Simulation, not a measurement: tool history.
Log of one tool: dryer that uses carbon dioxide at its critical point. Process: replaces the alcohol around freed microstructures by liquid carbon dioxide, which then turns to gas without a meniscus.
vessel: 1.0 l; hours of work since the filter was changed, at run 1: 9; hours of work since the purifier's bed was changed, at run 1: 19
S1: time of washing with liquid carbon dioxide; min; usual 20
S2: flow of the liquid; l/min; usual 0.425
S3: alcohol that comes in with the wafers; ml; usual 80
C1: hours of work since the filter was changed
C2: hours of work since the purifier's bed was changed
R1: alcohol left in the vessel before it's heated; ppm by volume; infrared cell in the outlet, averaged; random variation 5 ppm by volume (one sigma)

run 1 hour=0 | S1=20 S2=0.425 S3=80 | C1=9 C2=19 | R1=43
run 2 hour=9.9 | S1=20 S2=0.425 S3=80 | C1=13 C2=22 | R1=36
run 3 hour=25.3 | S1=20 S2=0.425 S3=80 | C1=18 C2=28 | R1=59
run 4 hour=35.6 | S1=20 S2=0.425 S3=80 | C1=22 C2=32 | R1=48
run 5 hour=46.1 | S1=20 S2=0.425 S3=80 | C1=27 C2=36 | R1=50
run 6 hour=60.5 | S1=18 S2=0.425 S3=80 | C1=32 C2=42 | R1=96
run 7 hour=70 | S1=18 S2=0.425 S3=80 | C1=36 C2=46 | R1=98
run 8 hour=77.7 | S1=18 S2=0.425 S3=80 | C1=39 C2=49 | R1=111
run 9 hour=90.6 | S1=25 S2=0.425 S3=80 | C1=44 C2=54 | R1=19
run 10 hour=103.1 | S1=26 S2=0.425 S3=80 | C1=49 C2=58 | R1=23
run 11 hour=114.8 | S1=26 S2=0.425 S3=87 | C1=53 C2=63 | R1=19
run 12 hour=127.4 | S1=26 S2=0.425 S3=87 | C1=58 C2=68 | R1=17
run 13 hour=139.5 | S1=20 S2=0.425 S3=91 | C1=63 C2=73 | R1=65
run 14 hour=146.2 | S1=20 S2=0.425 S3=80 | C1=65 C2=75 | R1=63
run 15 hour=161.1 | S1=29 S2=0.425 S3=80 | C1=71 C2=81 | R1=18
run 16 hour=174.9 | S1=29 S2=0.425 S3=80 | C1=76 C2=86 | R1=21
run 17 hour=187.8 | S1=29 S2=0.425 S3=80 | C1=81 C2=91 | R1=18
run 18 hour=199.4 | S1=20 S2=0.425 S3=80 | C1=86 C2=96 | R1=66
run 19 hour=215.6 | S1=20 S2=0.527 S3=80 | C1=92 C2=102 | R1=27
run 20 hour=230.9 | S1=20 S2=0.527 S3=80 | C1=98 C2=108 | R1=25
run 21 hour=245.3 | S1=20 S2=0.527 S3=80 | C1=104 C2=113 | R1=37
run 22 hour=255.6 | S1=20 S2=0.425 S3=80 | C1=108 C2=117 | R1=71
run 23 hour=268.1 | S1=20 S2=0.425 S3=80 | C1=112 C2=122 | R1=72
run 24 hour=275.7 | S1=20 S2=0.425 S3=80 | C1=115 C2=125 | R1=75
run 25 hour=286 | S1=15 S2=0.425 S3=80 | C1=119 C2=129 | R1=347
run 26 hour=299.1 | S1=15 S2=0.425 S3=80 | C1=124 C2=134 | R1=357
run 27 hour=314.7 | S1=12 S2=0.297 S3=21 | C1=130 C2=140 | R1=1008
run 28 hour=322.8 | S1=12 S2=0.297 S3=21 | C1=134 C2=143 | R1=992
run 29 hour=337.1 | S1=14 S2=0.425 S3=42 | C1=139 C2=149 | R1=281
run 30 hour=348 | S1=14 S2=0.425 S3=42 | C1=143 C2=153 | R1=295
run 31 hour=359.9 | S1=14 S2=0.425 S3=42 | C1=148 C2=158 | R1=288
run 32 hour=376.4 | S1=14 S2=0.425 S3=42 | C1=154 C2=164 | R1=297
run 33 hour=390.4 | S1=20 S2=0.327 S3=35 | C1=160 C2=170 | R1=154
run 34 hour=405.4 | S1=20 S2=0.327 S3=35 | C1=165 C2=175 | R1=168
run 35 hour=417.2 | S1=20 S2=0.271 S3=34 | C1=170 C2=180 | R1=357
run 36 hour=431.7 | S1=14 S2=0.255 S3=26 | C1=176 C2=186 | R1=1290
run 37 hour=446.5 | S1=20 S2=0.295 S3=30 | C1=181 C2=191 | R1=237
run 38 hour=456.9 | S1=20 S2=0.295 S3=30 | C1=185 C2=195 | R1=233
run 39 hour=466.8 | S1=20 S2=0.626 S3=30 | C1=189 C2=199 | R1=27
run 40 hour=480.1 | S1=28 S2=0.371 S3=30 | C1=194 C2=204 | R1=36
run 41 hour=488.2 | S1=28 S2=0.371 S3=30 | C1=198 C2=207 | R1=35
run 42 hour=503.1 | S1=17 S2=0.425 S3=27 | C1=203 C2=213 | R1=106
run 43 hour=519.6 | S1=20 S2=0.283 S3=80 | C1=210 C2=220 | R1=758
run 44 hour=535 | S1=20 S2=0.283 S3=80 | C1=216 C2=226 | R1=760
run 45 hour=542.5 | S1=12 S2=0.283 S3=81 | C1=219 C2=228 | R1=4908
run 46 hour=553 | S1=12 S2=0.283 S3=81 | C1=223 C2=233 | R1=4994
-- hour=558.2 inlet filter changed
run 47 hour=566.6 | S1=16 S2=0.264 S3=39 | C1=3 C2=237 | R1=845

Measured less the same run without the tool's hidden state. The same run-to-run variation is in both; the gauge's scatter may not be:
The hidden state here: flow that reaches the vessel past the clogged filter, %; alcohol in the recycled carbon dioxide, ppm; drift of the gauge itself on alcohol_ppm, %.
run=1 R1=+7
run=2 R1=+9
run=3 R1=+10
run=4 R1=+12
run=5 R1=+13
run=6 R1=+20
run=7 R1=+21
run=8 R1=+22
run=9 R1=+10
run=10 R1=+10
run=11 R1=+11
run=12 R1=+11
run=13 R1=+22
run=14 R1=+22
run=15 R1=+12
run=16 R1=+13
run=17 R1=+13
run=18 R1=+27
run=19 R1=+17
run=20 R1=+18
run=21 R1=+19
run=22 R1=+32
run=23 R1=+35
run=24 R1=+35
run=25 R1=+110
run=26 R1=+116
run=27 R1=+201
run=28 R1=+201
run=29 R1=+97
run=30 R1=+102
run=31 R1=+104
run=32 R1=+109
run=33 R1=+69
run=34 R1=+74
run=35 R1=+133
run=36 R1=+320
run=37 R1=+99
run=38 R1=+101
run=39 R1=+26
run=40 R1=+28
run=41 R1=+29
run=42 R1=+59
run=43 R1=+312
run=44 R1=+317
run=45 R1=+1318
run=46 R1=+1358
run=47 R1=+45
